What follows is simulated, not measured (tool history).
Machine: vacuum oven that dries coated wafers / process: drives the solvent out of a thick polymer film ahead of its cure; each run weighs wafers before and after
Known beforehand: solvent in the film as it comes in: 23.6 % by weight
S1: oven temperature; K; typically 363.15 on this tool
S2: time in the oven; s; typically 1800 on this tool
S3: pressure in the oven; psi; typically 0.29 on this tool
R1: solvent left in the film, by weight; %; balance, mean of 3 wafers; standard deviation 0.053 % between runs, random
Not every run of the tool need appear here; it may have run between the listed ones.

Run 1, day 0: usual settings. Result: R1 1.9 %.
Run 2, day 2.321: usual settings. Result: R1 1.95 %.
Run 3, day 4.3: usual settings. Result: R1 1.96 %.
Run 4, day 6.358: usual settings. Result: R1 1.92 %.
Run 5, day 8.429: usual settings. Result: R1 1.89 %.
Run 6, day 10.942: usual settings but S3 0.516 psi. Result: R1 2.49 %.
Run 7, day 13.15: usual settings but S2 1380 s. Result: R1 3.06 %.
Run 8, day 15.554: usual settings but S3 0.234 psi. Result: R1 1.68 %.
Run 9, day 16.762: usual settings but S3 0.234 psi. Result: R1 1.82 %.
Run 10, day 19.054: usual settings but S3 0.234 psi. Result: R1 1.8 %.
Run 11, day 20.7: usual settings but S3 0.234 psi. Result: R1 1.75 %.
Run 12, day 22.308: usual settings. Result: R1 1.89 %.
Run 13, day 24.933: usual settings. Result: R1 1.92 %.
Run 14, day 26.162: usual settings but S2 2700 s. Result: R1 1.03 %.
Run 15, day 27.879: usual settings but S1 349.15 K, S2 2100 s. Result: R1 6.49 %.
Run 16, day 29.146: usual settings but S1 349.15 K, S2 2100 s. Result: R1 6.52 %.
Run 17, day 30.733: usual settings but S1 349.15 K, S2 2100 s. Result: R1 6.55 %.
Run 18, day 31.958: usual settings but S1 349.15 K, S2 2100 s. Result: R1 6.55 %.
At day 32.688: oven's thermocouples calibrated.
Run 19, day 34.025: usual settings but S1 367.15 K. Result: R1 1.12 %.
Run 20, day 35.488: usual settings but S1 376.15 K, S2 2940 s. Result: R1 0.44 %.
Run 21, day 37.896: usual settings but S1 376.15 K, S2 2940 s. Result: R1 0.41 %.
Run 22, day 40.196: usual settings but S1 376.15 K, S2 1560 s, S3 0.152 psi. Result: R1 0.33 %.
Run 23, day 42.683: usual settings but S1 376.15 K, S2 1560 s, S3 0.152 psi. Result: R1 0.27 %.
Run 24, day 45.088: usual settings but S1 378.15 K, S2 1620 s, S3 0.302 psi. Result: R1 0.5 %.
Run 25, day 47.412: usual settings but S1 352.15 K, S3 0.152 psi. Result: R1 5.58 %.
Run 26, day 48.608: usual settings but S1 352.15 K, S3 0.152 psi. Result: R1 5.51 %.
Run 27, day 50.367: usual settings but S1 354.15 K, S2 2040 s. Result: R1 4.34 %.

Alternative continuations, all from the tool just after run 27; predict every row:
Run A, day 52.029: usual settings but S1 354.15 K, S2 2640 s, S3 0.181 psi. Result: R1 ?.
Run B, day 52.029: usual settings but S1 355.15 K, S2 1200 s, S3 0.46 psi. Result: R1 ?.
Run C, day 52.029: usual settings but S1 354.15 K, S2 2760 s, S3 0.972 psi. Result: R1 ?.
Run D, day 52.029: usual settings but S1 375.15 K, S2 2340 s, S3 0.895 psi. Result: R1 ?.

run    R1
  A  2.69
  B  7.58
  C  4.77
  D  1.35
Take away the tool's hidden state, keep each run's random variation, and the runs would have read:
run    R1
  A  2.67
  B  7.56
  C  4.75
  D  1.34
